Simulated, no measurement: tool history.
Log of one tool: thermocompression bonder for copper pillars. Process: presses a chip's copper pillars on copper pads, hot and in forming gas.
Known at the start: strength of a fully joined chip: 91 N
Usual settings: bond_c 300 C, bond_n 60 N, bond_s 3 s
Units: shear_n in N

run     day  bond_c  bond_n  bond_s  shear_n
  1       0     300      60       3     67.2
  2   1.188     313      60       3     72.7
      2.862  -- heater calibrated with a thermocouple chip
  3   2.883     300      60       5     69.1
  4   4.371     300      60       5     69.3
  5   5.396     300      60       5     69.6
  6   6.396     274      60       3     45.7
  7   7.696     274      60       3     45.4
  8   8.838     301      60       3     62.3
  9  10.388     309      60       3     66.9
 10  11.362     309      60       3     66.4
     12.717  -- forming gas filter changed
 11  12.738     300      43       3     60.9
 12  14.283     300      53       3     64.9
 13  15.133     282      60       3     55.2
 14  16.104     300      60       3       67
 15  17.879     300      60       3     67.1
 16  18.708     326      60       3     79.9
 17  20.388     289      60       3     60.1
 18  21.938     300      60       9     80.7
 19  22.729     300      60       9     80.6
 20  23.721     300      60       8     79.2
 21  25.467     300      60       3     66.2
 22  26.754     300      60       3     66.2
 23  27.604     300      60       3       66
 24  28.696     300      60       3     66.4
 25  29.938     300      70       3     68.8
 26  30.733     300      70       3     68.8
 27  31.742     300      70       3     68.3
 28  32.821     300      70       3     68.1
 29  34.604     300      70       3     68.1
 30  36.108     300      52       5     70.8
 31  37.129     304      39       6       70
 32  38.908     300      50       2     55.9
 33  39.842     300      50       2     55.1
 34  40.967     279      39       3     44.2
 35  42.208     279      39       3     44.3
 36  43.621     329      39       3     72.1
 37  45.379     292      60       5     67.6
     46.154  -- forming gas filter changed
 38  46.154     292      60       5     72.7
 39  47.088     274      84       3     59.5
 40  48.075     274      84       3     59.6
 41  49.688     310      70       2     72.1

3 ways to go on from here, each from the tool as it stands after run 41. What would each give?
  A  50.462     291      38       6        ?
  B  50.462     300      51       6        ?
  C  50.462     295      72       3        ?

run  shear_n
  A     66.4
  B     76.3
  C     69.4
Without the tool's hidden state the same runs would have given:
run  shear_n
  A     62.4
  B     73.4
  C     65.8

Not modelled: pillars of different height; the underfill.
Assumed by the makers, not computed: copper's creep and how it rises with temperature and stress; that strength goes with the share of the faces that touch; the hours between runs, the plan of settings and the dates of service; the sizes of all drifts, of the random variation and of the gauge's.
